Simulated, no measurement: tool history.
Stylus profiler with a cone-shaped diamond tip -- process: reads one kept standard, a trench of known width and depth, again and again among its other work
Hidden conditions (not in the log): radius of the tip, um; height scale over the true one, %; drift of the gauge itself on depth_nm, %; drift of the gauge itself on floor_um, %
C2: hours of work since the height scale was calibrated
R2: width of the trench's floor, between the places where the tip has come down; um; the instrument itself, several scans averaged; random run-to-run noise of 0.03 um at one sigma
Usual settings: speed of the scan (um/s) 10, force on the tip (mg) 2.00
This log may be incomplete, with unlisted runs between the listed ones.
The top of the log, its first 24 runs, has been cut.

{"run": 25, "hour": 1720.5, "speed of the scan (um/s)": 10, "force on the tip (mg)": 1.39, "scans with this tip": 6770, "C2": 185, "depth of the trench (Å)": 1011.7, "R2": 48.23}
{"run": 26, "hour": 1788.9, "speed of the scan (um/s)": 23, "force on the tip (mg)": 2.0, "scans with this tip": 6961, "C2": 222, "depth of the trench (Å)": 1015.5, "R2": 48.24}
{"run": 27, "hour": 1872.5, "speed of the scan (um/s)": 23, "force on the tip (mg)": 5.47, "scans with this tip": 7196, "C2": 267, "depth of the trench (Å)": 1030.3, "R2": 48.22}
{"run": 28, "hour": 1962.2, "speed of the scan (um/s)": 8, "force on the tip (mg)": 2.0, "scans with this tip": 7447, "C2": 316, "depth of the trench (Å)": 1015.4, "R2": 48.24}
{"run": 29, "hour": 2033.3, "speed of the scan (um/s)": 6, "force on the tip (mg)": 1.2, "scans with this tip": 7646, "C2": 355, "depth of the trench (Å)": 1010.9, "R2": 48.25}
{"run": 30, "hour": 2086.0, "speed of the scan (um/s)": 3, "force on the tip (mg)": 4.31, "scans with this tip": 7794, "C2": 384, "depth of the trench (Å)": 1025.6, "R2": 48.27}
{"run": 31, "hour": 2146.0, "speed of the scan (um/s)": 7, "force on the tip (mg)": 2.68, "scans with this tip": 7962, "C2": 417, "depth of the trench (Å)": 1018.2, "R2": 48.23}
{"run": 32, "hour": 2229.5, "speed of the scan (um/s)": 3, "force on the tip (mg)": 0.81, "scans with this tip": 8196, "C2": 462, "depth of the trench (Å)": 1009.1, "R2": 48.24}
{"run": 33, "hour": 2289.7, "speed of the scan (um/s)": 37, "force on the tip (mg)": 0.92, "scans with this tip": 8364, "C2": 495, "depth of the trench (Å)": 1010.2, "R2": 48.12}
{"run": 34, "hour": 2356.7, "speed of the scan (um/s)": 8, "force on the tip (mg)": 0.92, "scans with this tip": 8552, "C2": 532, "depth of the trench (Å)": 1010.2, "R2": 48.17}
{"run": 35, "hour": 2397.2, "speed of the scan (um/s)": 8, "force on the tip (mg)": 0.92, "scans with this tip": 8665, "C2": 554, "depth of the trench (Å)": 1010.4, "R2": 48.16}
{"run": 36, "hour": 2497.4, "speed of the scan (um/s)": 3, "force on the tip (mg)": 1.69, "scans with this tip": 8946, "C2": 609, "depth of the trench (Å)": 1014.9, "R2": 48.19}
{"run": 37, "hour": 2590.0, "speed of the scan (um/s)": 2, "force on the tip (mg)": 2.0, "scans with this tip": 9206, "C2": 659, "depth of the trench (Å)": 1016.3, "R2": 48.2}
{"run": 38, "hour": 2681.5, "speed of the scan (um/s)": 30, "force on the tip (mg)": 2.84, "scans with this tip": 9462, "C2": 709, "depth of the trench (Å)": 1020.8, "R2": 48.09}
{"run": 39, "hour": 2764.5, "speed of the scan (um/s)": 2, "force on the tip (mg)": 2.0, "scans with this tip": 9694, "C2": 754, "depth of the trench (Å)": 1016.5, "R2": 48.14}
{"run": 40, "hour": 2861.7, "speed of the scan (um/s)": 12, "force on the tip (mg)": 2.0, "scans with this tip": 9967, "C2": 807, "depth of the trench (Å)": 1016.2, "R2": 48.07}
{"run": 41, "hour": 2932.0, "speed of the scan (um/s)": 12, "force on the tip (mg)": 2.0, "scans with this tip": 10164, "C2": 846, "depth of the trench (Å)": 1016.9, "R2": 48.03}
{"run": 42, "hour": 2987.4, "speed of the scan (um/s)": 5, "force on the tip (mg)": 2.0, "scans with this tip": 10319, "C2": 876, "depth of the trench (Å)": 1017.4, "R2": 48.13}
{"run": 43, "hour": 3040.8, "speed of the scan (um/s)": 26, "force on the tip (mg)": 0.68, "scans with this tip": 10469, "C2": 905, "depth of the trench (Å)": 1009.9, "R2": 47.98}
{"run": 44, "hour": 3119.1, "speed of the scan (um/s)": 3, "force on the tip (mg)": 3.52, "scans with this tip": 10688, "C2": 948, "depth of the trench (Å)": 1024.3, "R2": 48.1}
{"run": 45, "hour": 3170.1, "speed of the scan (um/s)": 10, "force on the tip (mg)": 2.34, "scans with this tip": 10831, "C2": 976, "depth of the trench (Å)": 1019.0, "R2": 48.09}
{"run": 46, "hour": 3217.4, "speed of the scan (um/s)": 10, "force on the tip (mg)": 2.34, "scans with this tip": 10963, "C2": 1002, "depth of the trench (Å)": 1018.5, "R2": 48.09}

3 ways to go on from here, each from the tool as it stands after run 46. What would each give?
{"run": "A", "hour": 3285.5, "speed of the scan (um/s)": 11, "force on the tip (mg)": 3.55, "scans with this tip": 11154, "C2": 1039, "depth of the trench (Å)": "?", "R2": "?"}
{"run": "B", "hour": 3285.5, "speed of the scan (um/s)": 21, "force on the tip (mg)": 1.4, "scans with this tip": 11154, "C2": 1039, "depth of the trench (Å)": "?", "R2": "?"}
{"run": "C", "hour": 3285.5, "speed of the scan (um/s)": 25, "force on the tip (mg)": 1.31, "scans with this tip": 11154, "C2": 1039, "depth of the trench (Å)": "?", "R2": "?"}

run=A depth_of_the_trench_(Å)=1025.9 R2=48.05
run=B depth_of_the_trench_(Å)=1014.4 R2=48.05
run=C depth_of_the_trench_(Å)=1014.1 R2=48.00
Had the tool no hidden state, the same runs would have come out as:
run=A depth_of_the_trench_(Å)=1023.1 R2=48.54
run=B depth_of_the_trench_(Å)=1011.7 R2=48.54
run=C depth_of_the_trench_(Å)=1011.3 R2=48.49
